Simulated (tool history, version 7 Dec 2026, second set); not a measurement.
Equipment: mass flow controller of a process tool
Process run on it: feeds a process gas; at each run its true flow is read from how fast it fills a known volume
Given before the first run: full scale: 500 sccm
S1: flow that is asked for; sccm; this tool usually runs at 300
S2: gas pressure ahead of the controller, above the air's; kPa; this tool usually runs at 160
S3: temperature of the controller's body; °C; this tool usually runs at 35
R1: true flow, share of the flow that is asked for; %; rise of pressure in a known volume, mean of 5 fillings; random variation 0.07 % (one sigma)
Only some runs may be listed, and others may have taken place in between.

Run 1, hour 0.0: usual settings. Result: R1 100.52 %.
Run 2, hour 185.9: usual settings. Result: R1 100.66 %.
Run 3, hour 348.5: usual settings. Result: R1 100.67 %.
Run 4, hour 513.5: usual settings but S2 185 kPa. Result: R1 100.72 %.
Run 5, hour 620.2: usual settings. Result: R1 100.81 %.
Run 6, hour 806.6: usual settings. Result: R1 100.86 %.
Run 7, hour 1005.7: usual settings but S2 201 kPa. Result: R1 100.72 %.
Run 8, hour 1206.4: usual settings but S2 201 kPa. Result: R1 100.74 %.
Run 9, hour 1436.1: usual settings. Result: R1 101.02 %.
Run 10, hour 1634.5: usual settings but S2 182 kPa. Result: R1 100.96 %.
Run 11, hour 1826.5: usual settings but S1 279 sccm. Result: R1 100.93 %.
Run 12, hour 2022.7: usual settings but S1 279 sccm. Result: R1 100.96 %.
Run 13, hour 2177.2: usual settings but S2 270 kPa. Result: R1 100.79 %.
Run 14, hour 2312.3: usual settings. Result: R1 101.11 %.
Run 15, hour 2498.7: usual settings. Result: R1 101.17 %.
Run 16, hour 2672.4: usual settings. Result: R1 101.26 %.
Run 17, hour 2836.8: usual settings but S1 51 sccm, S3 22 °C. Result: R1 100.84 %.
Run 18, hour 3049.1: usual settings but S1 263 sccm, S2 225 kPa, S3 24 °C. Result: R1 100.44 %.
Run 19, hour 3287.5: usual settings but S1 265 sccm, S2 225 kPa, S3 24 °C. Result: R1 100.61 %.
Run 20, hour 3462.0: usual settings but S1 265 sccm, S2 225 kPa, S3 24 °C. Result: R1 100.58 %.
Run 21, hour 3604.6: usual settings but S1 204 sccm, S3 37 °C. Result: R1 101.09 %.
Run 22, hour 3835.1: usual settings but S1 357 sccm. Result: R1 101.67 %.
Run 23, hour 4015.8: usual settings but S1 357 sccm. Result: R1 101.87 %.
Run 24, hour 4206.0: usual settings but S1 225 sccm, S2 159 kPa, S3 23 °C. Result: R1 100.67 %.
Run 25, hour 4305.4: usual settings but S1 71 sccm, S2 280 kPa. Result: R1 101.15 %.
Run 26, hour 4487.6: usual settings but S1 51 sccm, S2 280 kPa. Result: R1 101.90 %.
Run 27, hour 4599.7: usual settings but S1 112 sccm, S2 163 kPa, S3 33 °C. Result: R1 101.09 %.
Run 28, hour 4804.2: usual settings but S3 27 °C. Result: R1 101.35 %.
Run 29, hour 5023.9: usual settings but S3 25 °C. Result: R1 101.39 %.
Run 30, hour 5182.8: usual settings but S1 310 sccm, S3 34 °C. Result: R1 101.62 %.

Some steps in R1, run to run, broken into two amounts with sign: the step expected even without the hidden condition (settings, incoming material, random variation), and the rest, left for the hidden condition together with whatever gauge scatter is not in both the measured and the hidden-condition-free result:
The tool's hidden condition here consists of: flow at rest that the sensor doesn't see, % of full scale; true flow over the shown one, %; drift of the gauge itself on true_pct, %.
Run 16 -> 17: S1 300 -> 51, S3 35 -> 22. R1 -0.42 %: hidden state +1.88, all else -2.30.
Run 17 -> 18: S1 51 -> 263, S2 160 -> 225, S3 22 -> 24. R1 -0.40 %: hidden state -1.76, all else +1.36.
Run 23 -> 24: S1 357 -> 225, S2 160 -> 159, S3 35 -> 23. R1 -1.20 %: hidden state +0.27, all else -1.47.
Run 25 -> 26: S1 71 -> 51. R1 +0.75 %: hidden state +0.81, all else -0.06.
Run 26 -> 27: S1 51 -> 112, S2 280 -> 163, S3 35 -> 33. R1 -0.81 %: hidden state -1.41, all else +0.60.
